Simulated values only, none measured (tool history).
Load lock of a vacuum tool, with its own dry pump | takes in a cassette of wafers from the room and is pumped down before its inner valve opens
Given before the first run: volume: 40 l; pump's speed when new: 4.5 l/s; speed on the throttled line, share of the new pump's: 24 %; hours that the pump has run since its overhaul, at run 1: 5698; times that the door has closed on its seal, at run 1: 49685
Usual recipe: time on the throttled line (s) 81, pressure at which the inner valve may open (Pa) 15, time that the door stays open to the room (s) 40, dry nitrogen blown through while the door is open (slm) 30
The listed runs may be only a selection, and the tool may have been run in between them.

| run | hour | time on the throttled line (s) | pressure at which the inner valve may open (Pa) | time that the door stays open to the room (s) | dry nitrogen blown through while the door is open (slm) | hours that the pump has run since its overhaul | times that the door has closed on its seal | incoming humidity of the room's air, % | time from the closed door until the inner valve may open (s) | rise of the pressure with all valves shut (Pa/min) |
|---|---|---|---|---|---|---|---|---|---|---|
| 1 | 0.0 | 81 | 15 | 40 | 30 | 5698 | 49685 | 48.4 | 141.4 | 0.387 |
| 2 | 153.0 | 81 | 15 | 40 | 30 | 5851 | 50150 | 47.7 | 141.4 | 0.397 |
| 3 | 309.8 | 81 | 15 | 40 | 30 | 6008 | 50626 | 47.6 | 141.5 | 0.402 |
| 4 | 408.2 | 81 | 13 | 40 | 30 | 6106 | 50925 | 44.8 | 143.2 | 0.393 |
| 5 | 512.7 | 81 | 15 | 40 | 30 | 6211 | 51242 | 45.6 | 141.0 | 0.403 |
| 6 | 649.9 | 81 | 15 | 40 | 30 | 6348 | 51659 | 46.9 | 141.5 | 0.409 |
| 7 | 753.7 | 81 | 15 | 40 | 30 | 6452 | 51974 | 47.5 | 141.8 | 0.406 |
| 8 | 842.6 | 81 | 15 | 40 | 30 | 6541 | 52244 | 44.0 | 141.5 | 0.416 |
| 9 | 931.7 | 159 | 11 | 32 | 7 | 6630 | 52515 | 41.0 | 203.4 | 0.429 |
| 10 | 1017.7 | 159 | 11 | 32 | 7 | 6716 | 52776 | 44.6 | 203.6 | 0.432 |
| 11 | 1208.1 | 159 | 11 | 32 | 7 | 6906 | 53354 | 44.9 | 204.1 | 0.442 |
| 12 | 1315.1 | 159 | 11 | 32 | 7 | 7013 | 53679 | 47.0 | 203.1 | 0.451 |
| 13 | 1450.8 | 159 | 11 | 32 | 7 | 7149 | 54091 | 45.9 | 203.8 | 0.452 |
| 14 | 1614.0 | 159 | 11 | 32 | 7 | 7312 | 54587 | 44.7 | 204.5 | 0.461 |
| 15 | 1760.3 | 41 | 15 | 26 | 30 | 7459 | 55031 | 47.4 | 111.4 | 0.437 |
| 16 | 1928.0 | 41 | 15 | 221 | 30 | 7626 | 55541 | 45.7 | 112.6 | 0.519 |

Measured minus without-hidden-state, run by run (identical run-to-run variation in each term; gauge scatter may differ):
Unlogged tool condition in this case: pump's speed, % of a new pump's; leak at the door's seal, Pa l/s; drift of the gauge itself on ready_s, %; drift of the gauge itself on rise_pa_min, %.
| run | time from the closed door until the inner valve may open (s) | rise of the pressure with all valves shut (Pa/min) |
|---|---|---|
| 1 | +1.7 | +0.359 |
| 2 | +1.8 | +0.369 |
| 3 | +1.8 | +0.369 |
| 4 | +1.7 | +0.370 |
| 5 | +1.9 | +0.375 |
| 6 | +1.9 | +0.381 |
| 7 | +2.0 | +0.386 |
| 8 | +1.9 | +0.387 |
| 9 | +1.5 | +0.399 |
| 10 | +1.6 | +0.404 |
| 11 | +1.6 | +0.413 |
| 12 | +1.6 | +0.415 |
| 13 | +1.7 | +0.417 |
| 14 | +1.6 | +0.428 |
| 15 | +2.4 | +0.423 |
| 16 | +2.7 | +0.433 |

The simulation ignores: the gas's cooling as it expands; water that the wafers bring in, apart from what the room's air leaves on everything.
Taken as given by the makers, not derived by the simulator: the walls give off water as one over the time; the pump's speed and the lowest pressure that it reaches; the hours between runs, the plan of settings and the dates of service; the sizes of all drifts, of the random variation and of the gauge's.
